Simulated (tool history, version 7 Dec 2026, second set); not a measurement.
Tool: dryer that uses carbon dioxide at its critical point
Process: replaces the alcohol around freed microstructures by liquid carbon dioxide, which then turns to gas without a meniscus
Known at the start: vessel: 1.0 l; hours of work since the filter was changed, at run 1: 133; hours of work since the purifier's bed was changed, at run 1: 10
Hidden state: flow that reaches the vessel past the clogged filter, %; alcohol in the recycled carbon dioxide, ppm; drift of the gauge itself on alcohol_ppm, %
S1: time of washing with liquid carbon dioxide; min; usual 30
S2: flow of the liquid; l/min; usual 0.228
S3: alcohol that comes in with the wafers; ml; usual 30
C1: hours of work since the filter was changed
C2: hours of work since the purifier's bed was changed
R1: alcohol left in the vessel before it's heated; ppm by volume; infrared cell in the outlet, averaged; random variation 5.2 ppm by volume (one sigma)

run,day,S1,S2,S3,C1,C2,R1
1,0.000,30,0.228,30,133,10,129
2,0.358,30,0.228,30,137,14,119
3,0.892,30,0.228,30,143,20,124
4,1.362,30,0.228,30,148,25,120
5,1.767,30,0.228,30,153,30,140
6,2.188,30,0.228,30,158,35,134
7,2.471,30,0.228,30,161,38,135
8,2.833,30,0.228,30,165,42,137
9,3.096,30,0.228,30,168,45,127
10,3.579,30,0.228,30,173,51,143
11,3.988,30,0.349,30,178,55,20
12,4.433,30,0.349,30,183,60,28
13,4.954,30,0.228,30,189,66,137
14,5.288,31,0.228,30,193,70,126
15,5.808,30,0.228,30,199,76,144
16,6.300,30,0.228,30,204,82,142
17,6.883,30,0.228,30,211,88,139
18,7.121,30,0.228,30,214,91,159
19,7.500,30,0.228,89,218,95,426
20,8.042,19,0.228,51,224,102,1702
21,8.554,19,0.228,51,230,107,1719
22,9.029,19,0.228,51,236,113,1763
23,9.567,22,0.177,23,242,119,1089
24,10.067,43,0.317,23,247,125,30
25,10.533,43,0.317,23,253,130,24
26,10.871,30,0.272,24,257,134,76
27,11.138,33,0.351,87,260,137,39
28,11.667,43,0.228,30,266,143,43
29,12.021,43,0.228,30,270,147,46
30,12.421,43,0.228,38,274,151,49
31,12.875,30,0.332,69,279,157,63
32,13.317,28,0.332,57,284,162,81
33,13.700,28,0.332,57,289,166,92
34,14.188,28,0.332,57,294,172,86
35,14.742,43,0.228,46,301,178,63
36,14.983,43,0.228,46,303,181,65
37,15.504,18,0.228,69,309,187,3050
38,16.071,18,0.267,69,316,193,1864

3 ways to go on from here, each from the tool as it stands after run 38. What would each give?
A,16.558,31,0.257,102,321,199,?
B,16.558,48,0.228,22,321,199,?
C,16.558,21,0.228,30,321,199,?

run,R1
A,285
B,43
C,830
Without the tool's hidden state the same runs would have given:
run,R1
A,123
B,2
C,513
